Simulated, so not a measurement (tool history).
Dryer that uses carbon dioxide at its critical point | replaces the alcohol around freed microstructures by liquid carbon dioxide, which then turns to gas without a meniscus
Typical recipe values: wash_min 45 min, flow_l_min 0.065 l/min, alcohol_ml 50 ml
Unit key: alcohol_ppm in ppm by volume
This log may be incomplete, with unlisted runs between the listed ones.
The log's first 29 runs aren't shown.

Run 30, hour 454.3: usual settings but wash_min 59 min, flow_l_min 0.0734 l/min, alcohol_ml 78 ml. Result: alcohol_ppm 236 ppm by volume.
Run 31, hour 464.1: usual settings but wash_min 33 min. Result: alcohol_ppm 2186 ppm by volume.
Run 32, hour 481.1: usual settings but wash_min 35 min, flow_l_min 0.0613 l/min, alcohol_ml 40 ml. Result: alcohol_ppm 1792 ppm by volume.
Run 33, hour 494: usual settings but flow_l_min 0.061 l/min. Result: alcohol_ppm 885 ppm by volume.
Run 34, hour 504.6: usual settings but flow_l_min 0.061 l/min. Result: alcohol_ppm 877 ppm by volume.
Run 35, hour 521.2: usual settings but wash_min 55 min, flow_l_min 0.0394 l/min, alcohol_ml 24 ml. Result: alcohol_ppm 1110 ppm by volume.
Run 36, hour 540.3: usual settings but wash_min 51 min, alcohol_ml 103 ml. Result: alcohol_ppm 736 ppm by volume.
Run 37, hour 552.1: usual settings but wash_min 65 min, flow_l_min 0.0693 l/min, alcohol_ml 23 ml. Result: alcohol_ppm 225 ppm by volume.
Run 38, hour 561.6: usual settings but wash_min 53 min, flow_l_min 0.0571 l/min. Result: alcohol_ppm 632 ppm by volume.
Run 39, hour 573.6: usual settings but wash_min 28 min, flow_l_min 0.0929 l/min, alcohol_ml 22 ml. Result: alcohol_ppm 631 ppm by volume.
Run 40, hour 594.1: usual settings but wash_min 28 min, flow_l_min 0.0929 l/min, alcohol_ml 22 ml. Result: alcohol_ppm 619 ppm by volume.
Run 41, hour 603.8: usual settings but wash_min 59 min, flow_l_min 0.0398 l/min, alcohol_ml 81 ml. Result: alcohol_ppm 2642 ppm by volume.
At hour 608.6: purifier's bed changed.
Run 42, hour 616.2: usual settings but wash_min 28 min, flow_l_min 0.0818 l/min, alcohol_ml 81 ml. Result: alcohol_ppm 2779 ppm by volume.
Run 43, hour 631.5: usual settings but wash_min 28 min, flow_l_min 0.0818 l/min, alcohol_ml 81 ml. Result: alcohol_ppm 2829 ppm by volume.
Run 44, hour 648.7: usual settings but wash_min 35 min, flow_l_min 0.0474 l/min, alcohol_ml 40 ml. Result: alcohol_ppm 4154 ppm by volume.

Forecast each of these 5 alternatives for the next run:
Run A, hour 659.6: usual settings but wash_min 35 min, flow_l_min 0.0669 l/min, alcohol_ml 89 ml. Result: alcohol_ppm ?.
Run B, hour 659.6: usual settings but wash_min 56 min, flow_l_min 0.0427 l/min, alcohol_ml 40 ml. Result: alcohol_ppm ?.
Run C, hour 659.6: usual settings but wash_min 37 min, flow_l_min 0.0474 l/min, alcohol_ml 81 ml. Result: alcohol_ppm ?.
Run D, hour 659.6: usual settings but alcohol_ml 115 ml. Result: alcohol_ppm ?.
Run E, hour 659.6: usual settings but flow_l_min 0.0403 l/min. Result: alcohol_ppm ?.

run  alcohol_ppm
  A         2817
  B         1150
  C         7206
  D         1361
  E         4059
Without the tool's unlogged condition, the same runs would have read:
run  alcohol_ppm
  A         2242
  B          908
  C         6079
  D         1025
  E         3402

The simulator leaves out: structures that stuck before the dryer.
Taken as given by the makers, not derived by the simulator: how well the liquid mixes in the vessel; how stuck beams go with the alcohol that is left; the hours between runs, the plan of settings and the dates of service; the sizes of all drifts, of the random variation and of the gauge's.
